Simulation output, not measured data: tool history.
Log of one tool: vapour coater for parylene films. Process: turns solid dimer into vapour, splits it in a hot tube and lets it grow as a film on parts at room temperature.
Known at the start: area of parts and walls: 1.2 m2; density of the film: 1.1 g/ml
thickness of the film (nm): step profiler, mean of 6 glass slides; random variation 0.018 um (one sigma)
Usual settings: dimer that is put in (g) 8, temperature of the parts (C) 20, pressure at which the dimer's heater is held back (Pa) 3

run	hour	dimer that is put in (g)	temperature of the parts (C)	pressure at which the dimer's heater is held back (Pa)	thickness of the film (nm)
1	0	8	20	3	4760
2	16.4	8	20	3	4730
3	27.3	8	20	3	4730
4	35.9	8	20	3	4730
5	47.6	8	20	9.96	4190
6	56.1	8	20	9.96	4220
7	65.2	8	25	3	4080
8	73.3	8	25	3	4080
9	86.1	8	25	2.31	4190
10	93.7	8	25	2.31	4190
11	110.9	8	25	2.31	4190
12	123.9	3	25	2.31	1570
13	137.2	8	13	3	5680
14	150.7	8	22	3	4430
15	165.9	8	22	3	4430
16	175.6	8	22	3	4420
17	193.1	7	20	3	4070
18	203.2	7	20	3	4080
19	215	4	18	3.92	2420
20	229.6	9	20	3.72	5130
21	242.5	4	16	6.06	2430
22	251	4	17	6.06	2350
23	264.6	7	20	4.7	3890
24	274.6	8	17	2.63	5140
25	288.5	8	20	4.27	4480
# hour 297.4: gauge calibrated
26	304.7	4	13	8.35	2620
27	318.6	4	13	8.38	2590
28	333.9	8	32	4.42	3240
29	347.1	8	32	4.42	3270
30	354.6	8	32	4.42	3270
31	363.7	4	25	2.13	2150

Some steps in thickness of the film (nm) between neighbouring runs. How much of each would the tool show without its hidden state too (settings, what came in, random variation), and how much is left for the hidden state, with any gauge scatter that isn't in both results?
The hidden state here: vapour lost through the trap's worn valve, %; true temperature of the parts over the reading, C; drift of the gauge itself on film_um, %.
Run 12 -> 13: dimer that is put in (g) 3 -> 8, temperature of the parts (C) 25 -> 13, pressure at which the dimer's heater is held back (Pa) 2.31 -> 3. thickness of the film (nm) +4110: hidden state -50, all else +4160.
Run 19 -> 20: dimer that is put in (g) 4 -> 9, temperature of the parts (C) 18 -> 20, pressure at which the dimer's heater is held back (Pa) 3.92 -> 3.72. thickness of the film (nm) +2710: hidden state -50, all else +2760.
Run 20 -> 21: dimer that is put in (g) 9 -> 4, temperature of the parts (C) 20 -> 16, pressure at which the dimer's heater is held back (Pa) 3.72 -> 6.06. thickness of the film (nm) -2700: hidden state +40, all else -2740.
Run 25 -> 26: dimer that is put in (g) 8 -> 4, temperature of the parts (C) 20 -> 13, pressure at which the dimer's heater is held back (Pa) 4.27 -> 8.35, gauge calibrated. thickness of the film (nm) -1860: hidden state +100, all else -1960.
